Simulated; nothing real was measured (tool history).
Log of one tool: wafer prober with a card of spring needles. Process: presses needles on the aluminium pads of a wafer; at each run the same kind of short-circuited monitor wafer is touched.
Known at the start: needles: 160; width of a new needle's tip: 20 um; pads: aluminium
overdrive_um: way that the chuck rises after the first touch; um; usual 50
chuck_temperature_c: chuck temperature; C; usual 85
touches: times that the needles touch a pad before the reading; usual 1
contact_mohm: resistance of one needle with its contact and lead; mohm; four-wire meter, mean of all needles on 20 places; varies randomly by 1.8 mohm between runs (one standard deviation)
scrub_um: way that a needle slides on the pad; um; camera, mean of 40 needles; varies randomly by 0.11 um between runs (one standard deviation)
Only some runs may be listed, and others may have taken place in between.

run   hour  overdrive_um  chuck_temperature_c  touches  contact_mohm  scrub_um
  1      0            50                   85        1           205      9.46
       4.3  -- tips cleaned on abrasive film
       8.6  -- tips cleaned on abrasive film
      13.9  -- tips cleaned on abrasive film
      19.3  -- tips cleaned on abrasive film
      24.6  -- tips cleaned on abrasive film
  2   24.6            50                   85        1           200      9.27
      28.9  -- tips cleaned on abrasive film
      33.2  -- tips cleaned on abrasive film
  3   36.5            50                   85        1           237      9.24
      37.6  -- tips cleaned on abrasive film
      41.9  -- tips cleaned on abrasive film
      47.3  -- tips cleaned on abrasive film
      52.6  -- tips cleaned on abrasive film
      57.6  -- tips cleaned on abrasive film
  4   57.6            50                   85        1           198      9.22
      61.9  -- tips cleaned on abrasive film
      67.2  -- tips cleaned on abrasive film
      72.6  -- tips cleaned on abrasive film
  5   75.9            50                   85        1           232      9.04
        77  -- tips cleaned on abrasive film
      82.4  -- tips cleaned on abrasive film
      87.7  -- tips cleaned on abrasive film
  6   89.7            50                   85        1           226      9.27
      92.9  -- tips cleaned on abrasive film
      97.2  -- tips cleaned on abrasive film
     101.5  -- tips cleaned on abrasive film
  7  103.1            50                   85        1           221      9.11
     106.3  -- tips cleaned on abrasive film
     110.6  -- tips cleaned on abrasive film
     114.9  -- tips cleaned on abrasive film
     120.3  -- tips cleaned on abrasive film
     124.6  -- tips cleaned on abrasive film
  8  127.5            50                   85        1           238      9.11
     129.7  -- tips cleaned on abrasive film
     135.1  -- tips cleaned on abrasive film
     140.4  -- tips cleaned on abrasive film
  9    142            36                   85        1           261      6.48
     145.3  -- tips cleaned on abrasive film
     149.5  -- tips cleaned on abrasive film
     154.9  -- tips cleaned on abrasive film
     159.2  -- tips cleaned on abrasive film
     162.6  -- height of the first contact set anew
     164.8  -- tips cleaned on abrasive film
     169.1  -- tips cleaned on abrasive film
 10  170.6            50                   28        1           203      9.87
     173.9  -- tips cleaned on abrasive film
     179.2  -- tips cleaned on abrasive film
     184.5  -- tips cleaned on abrasive film
 11  185.6            50                   28        1           202      9.72
     188.9  -- tips cleaned on abrasive film
     194.2  -- tips cleaned on abrasive film
 12    198            50                   28        1           226      9.75
     199.1  -- tips cleaned on abrasive film
     204.4  -- tips cleaned on abrasive film
     208.7  -- tips cleaned on abrasive film
 13  210.7            38                   85        2           232       7.5
     213.9  -- tips cleaned on abrasive film
     218.2  -- tips cleaned on abrasive film
     223.5  -- tips cleaned on abrasive film
 14  223.8            38                   85        2           218      7.41
     228.1  -- tips cleaned on abrasive film
     233.4  -- tips cleaned on abrasive film
     237.7  -- tips cleaned on abrasive film
       242  -- tips cleaned on abrasive film
 15  243.4            68                   85        2           193     13.27
     246.6  -- tips cleaned on abrasive film
       252  -- tips cleaned on abrasive film
     256.2  -- tips cleaned on abrasive film
 16  259.2            40                   85        1           264      7.77
     261.4  -- tips cleaned on abrasive film
     265.7  -- tips cleaned on abrasive film
       271  -- tips cleaned on abrasive film
     276.4  -- tips cleaned on abrasive film
     280.7  -- tips cleaned on abrasive film
       286  -- tips cleaned on abrasive film
 17  287.3            50                   40        1           208      9.54
     290.5  -- tips cleaned on abrasive film
     295.8  -- tips cleaned on abrasive film
     300.1  -- tips cleaned on abrasive film
 18  300.9            38                   78        2           224      7.24
     305.2  -- tips cleaned on abrasive film
     309.5  -- tips cleaned on abrasive film
     313.8  -- tips cleaned on abrasive film
     319.1  -- tips cleaned on abrasive film
     323.4  -- tips cleaned on abrasive film
 19  325.6            64                  113        2           205      12.3

Forecast each of these 5 alternatives for the next run:
     327.8  -- tips cleaned on abrasive film
     333.2  -- tips cleaned on abrasive film
     338.5  -- tips cleaned on abrasive film
     342.8  -- tips cleaned on abrasive film
     348.1  -- tips cleaned on abrasive film
     352.8  -- tips cleaned on abrasive film
  A  352.8            48                   85        2             ?         ?
     327.8  -- tips cleaned on abrasive film
     333.2  -- tips cleaned on abrasive film
     338.5  -- tips cleaned on abrasive film
     342.8  -- tips cleaned on abrasive film
     348.1  -- tips cleaned on abrasive film
     352.8  -- tips cleaned on abrasive film
  B  352.8            33                   85        1             ?         ?
     327.8  -- tips cleaned on abrasive film
     333.2  -- tips cleaned on abrasive film
     338.5  -- tips cleaned on abrasive film
     342.8  -- tips cleaned on abrasive film
     348.1  -- tips cleaned on abrasive film
     352.8  -- tips cleaned on abrasive film
  C  352.8            38                   34        1             ?         ?
     327.8  -- tips cleaned on abrasive film
     333.2  -- tips cleaned on abrasive film
     338.5  -- tips cleaned on abrasive film
     342.8  -- tips cleaned on abrasive film
     348.1  -- tips cleaned on abrasive film
     352.8  -- tips cleaned on abrasive film
  D  352.8            64                   93        2             ?         ?
     327.8  -- tips cleaned on abrasive film
     333.2  -- tips cleaned on abrasive film
     338.5  -- tips cleaned on abrasive film
     342.8  -- tips cleaned on abrasive film
     348.1  -- tips cleaned on abrasive film
     352.8  -- tips cleaned on abrasive film
  E  352.8            64                  113        2             ?         ?

run  contact_mohm  scrub_um
  A           202       9.1
  B           231      6.13
  C           207      7.15
  D           190     12.35
  E           194      12.1
Without the tool's hidden state the same runs would have given:
run  contact_mohm  scrub_um
  A           192      9.46
  B           206       6.5
  C           188      7.51
  D           183     12.72
  E           187     12.46
